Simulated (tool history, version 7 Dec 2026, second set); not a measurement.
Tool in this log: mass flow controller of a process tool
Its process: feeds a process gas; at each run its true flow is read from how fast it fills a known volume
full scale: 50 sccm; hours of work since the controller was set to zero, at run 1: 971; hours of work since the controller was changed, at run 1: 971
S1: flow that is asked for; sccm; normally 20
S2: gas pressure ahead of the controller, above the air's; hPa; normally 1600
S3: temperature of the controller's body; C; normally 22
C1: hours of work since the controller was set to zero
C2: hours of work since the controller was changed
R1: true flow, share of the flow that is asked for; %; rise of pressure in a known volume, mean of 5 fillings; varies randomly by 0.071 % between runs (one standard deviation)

| run | hour | S1 | S2 | S3 | C1 | C2 | R1 |
|---|---|---|---|---|---|---|---|
| 1 | 0 | 20 | 1600 | 22 | 971 | 971 | 99.48 |
| 2 | 161.7 | 20 | 1600 | 22 | 1092 | 1092 | 99.49 |
| 3 | 426.8 | 20 | 1600 | 22 | 1291 | 1291 | 99.45 |
| 4 | 549 | 20 | 1600 | 27 | 1382 | 1382 | 98.88 |
| 5 | 748.2 | 20 | 1600 | 27 | 1531 | 1531 | 98.96 |
| 6 | 946.4 | 20 | 1600 | 27 | 1680 | 1680 | 98.92 |
| 7 | 1165.9 | 42 | 1600 | 22 | 1844 | 1844 | 99.75 |
| 8 | 1420.4 | 11 | 1600 | 22 | 2034 | 2034 | 98.99 |
| 9 | 1619 | 11 | 1600 | 22 | 2183 | 2183 | 99.02 |
| 10 | 1758.4 | 20 | 1600 | 22 | 2287 | 2287 | 99.09 |
| 11 | 1927.1 | 20 | 1600 | 22 | 2414 | 2414 | 99.16 |
| 12 | 2159.5 | 20 | 1600 | 22 | 2587 | 2587 | 99.17 |
| 13 | 2328.3 | 20 | 2200 | 22 | 2714 | 2714 | 99.42 |
| 14 | 2555 | 20 | 2200 | 22 | 2883 | 2883 | 99.3 |
| 15 | 2781.9 | 15 | 1420 | 38 | 3053 | 3053 | 97.38 |
| 16 | 2959.8 | 15 | 1420 | 38 | 3186 | 3186 | 97.36 |
| 17 | 3081.6 | 11 | 1600 | 22 | 3278 | 3278 | 98.91 |
| 18 | 3316.8 | 23 | 1560 | 25 | 3454 | 3454 | 98.75 |
| 19 | 3546.3 | 20 | 2750 | 22 | 3625 | 3625 | 99.42 |
| 20 | 3799.5 | 34 | 2110 | 22 | 3815 | 3815 | 99.25 |
| 21 | 3950.1 | 34 | 2110 | 22 | 3927 | 3927 | 99.41 |
| 22 | 4234.4 | 34 | 2110 | 22 | 4140 | 4140 | 99.24 |
| 23 | 4355.9 | 12 | 1460 | 29 | 4231 | 4231 | 97.99 |
| 24 | 4492.5 | 12 | 1460 | 29 | 4333 | 4333 | 98.06 |
| 25 | 4710.5 | 12 | 1460 | 29 | 4496 | 4496 | 97.86 |
| 26 | 4918.1 | 12 | 1460 | 29 | 4652 | 4652 | 97.83 |

Here are 4 independent what-if runs from the current tool condition. What would each one return?
|  | 5152.5 | controller's zero set anew |
| A | 5165.2 | 11 | 2620 | 28 | 9 | 4836 | ? |
|  | 5152.5 | controller's zero set anew |
| B | 5165.2 | 20 | 2600 | 22 | 9 | 4836 | ? |
|  | 5152.5 | controller's zero set anew |
| C | 5165.2 | 20 | 1600 | 32 | 9 | 4836 | ? |
|  | 5152.5 | controller's zero set anew |
| D | 5165.2 | 10 | 2170 | 32 | 9 | 4836 | ? |

| run | R1 |
|---|---|
| A | 98.49 |
| B | 99.07 |
| C | 97.78 |
| D | 97.61 |
Stripped of hidden state, with their random variation kept, the same runs would have yielded:
| run | R1 |
|---|---|
| A | 99.37 |
| B | 99.96 |
| C | 98.65 |
| D | 98.48 |

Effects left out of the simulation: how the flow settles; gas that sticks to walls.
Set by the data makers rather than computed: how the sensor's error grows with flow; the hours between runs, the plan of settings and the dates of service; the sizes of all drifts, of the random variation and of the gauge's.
